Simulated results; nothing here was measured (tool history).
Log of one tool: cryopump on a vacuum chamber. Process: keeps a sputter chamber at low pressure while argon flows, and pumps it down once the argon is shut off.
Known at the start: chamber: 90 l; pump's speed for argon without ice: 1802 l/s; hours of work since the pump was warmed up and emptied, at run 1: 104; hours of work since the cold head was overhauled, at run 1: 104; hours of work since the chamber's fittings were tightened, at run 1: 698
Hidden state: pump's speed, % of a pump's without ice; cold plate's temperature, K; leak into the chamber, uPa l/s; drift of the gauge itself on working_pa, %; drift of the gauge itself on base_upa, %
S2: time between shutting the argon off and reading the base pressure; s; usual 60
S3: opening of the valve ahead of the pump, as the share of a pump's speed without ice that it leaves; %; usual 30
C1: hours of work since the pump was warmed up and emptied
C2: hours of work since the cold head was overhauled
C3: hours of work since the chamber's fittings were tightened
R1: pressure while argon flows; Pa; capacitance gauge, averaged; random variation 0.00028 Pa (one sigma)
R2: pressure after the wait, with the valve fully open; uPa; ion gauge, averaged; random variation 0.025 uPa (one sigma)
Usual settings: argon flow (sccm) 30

run 1 day=0.000 | argon_flow_(sccm)=30 S2=60 S3=30 | C1=104 C2=104 C3=698 | R1=0.0941 R2=1.43
run 2 day=1.812 | argon_flow_(sccm)=30 S2=60 S3=30 | C1=139 C2=139 C3=733 | R1=0.0951 R2=1.44
run 3 day=3.229 | argon_flow_(sccm)=30 S2=60 S3=30 | C1=166 C2=166 C3=760 | R1=0.0941 R2=1.50
run 4 day=5.421 | argon_flow_(sccm)=25 S2=60 S3=30 | C1=209 C2=209 C3=802 | R1=0.0788 R2=1.46
run 5 day=8.150 | argon_flow_(sccm)=25 S2=60 S3=24 | C1=262 C2=262 C3=855 | R1=0.0989 R2=1.56
run 6 day=10.667 | argon_flow_(sccm)=30 S2=60 S3=55 | C1=310 C2=310 C3=904 | R1=0.0528 R2=1.56
run 7 day=12.425 | argon_flow_(sccm)=30 S2=60 S3=30 | C1=344 C2=344 C3=938 | R1=0.0955 R2=1.61
run 8 day=14.575 | argon_flow_(sccm)=30 S2=60 S3=24 | C1=386 C2=386 C3=980 | R1=0.1193 R2=1.62
run 9 day=17.683 | argon_flow_(sccm)=30 S2=60 S3=19 | C1=446 C2=446 C3=1040 | R1=0.1497 R2=1.64
run 10 day=20.838 | argon_flow_(sccm)=30 S2=60 S3=19 | C1=507 C2=507 C3=1101 | R1=0.1499 R2=1.71
run 11 day=24.050 | argon_flow_(sccm)=32 S2=60 S3=19 | C1=569 C2=569 C3=1163 | R1=0.1609 R2=1.81
run 12 day=27.296 | argon_flow_(sccm)=26 S2=60 S3=48 | C1=632 C2=632 C3=1226 | R1=0.0533 R2=1.83
run 13 day=29.646 | argon_flow_(sccm)=26 S2=60 S3=48 | C1=678 C2=678 C3=1271 | R1=0.0539 R2=1.79
run 14 day=32.625 | argon_flow_(sccm)=26 S2=60 S3=48 | C1=735 C2=735 C3=1329 | R1=0.0543 R2=1.93
run 15 day=34.979 | argon_flow_(sccm)=22 S2=93 S3=18 | C1=781 C2=781 C3=1374 | R1=0.1175 R2=1.62
run 16 day=36.904 | argon_flow_(sccm)=18 S2=93 S3=16 | C1=818 C2=818 C3=1412 | R1=0.1080 R2=1.69
run 17 day=39.725 | argon_flow_(sccm)=18 S2=142 S3=16 | C1=873 C2=873 C3=1466 | R1=0.1083 R2=1.61
run 18 day=41.950 | argon_flow_(sccm)=21 S2=60 S3=18 | C1=916 C2=916 C3=1509 | R1=0.1125 R2=2.13
-- day=43.958 pump warmed up, emptied and cooled again
run 19 day=45.183 | argon_flow_(sccm)=21 S2=60 S3=18 | C1=24 C2=974 C3=1568 | R1=0.1098 R2=1.94

Forecast each of these 3 alternatives for the next run:
run A day=47.975 | argon_flow_(sccm)=30 S2=47 S3=45 | C1=78 C2=1028 C3=1622 | R1=? R2=?
run B day=47.975 | argon_flow_(sccm)=13 S2=72 S3=51 | C1=78 C2=1028 C3=1622 | R1=? R2=?
run C day=47.975 | argon_flow_(sccm)=21 S2=60 S3=16 | C1=78 C2=1028 C3=1622 | R1=? R2=?

run=A R1=0.0632 R2=2.16
run=B R1=0.0241 R2=1.84
run=C R1=0.1233 R2=1.95
Without the tool's hidden state the same runs would have given:
run=A R1=0.0625 R2=1.15
run=B R1=0.0239 R2=0.82
run=C R1=0.1229 R2=0.93
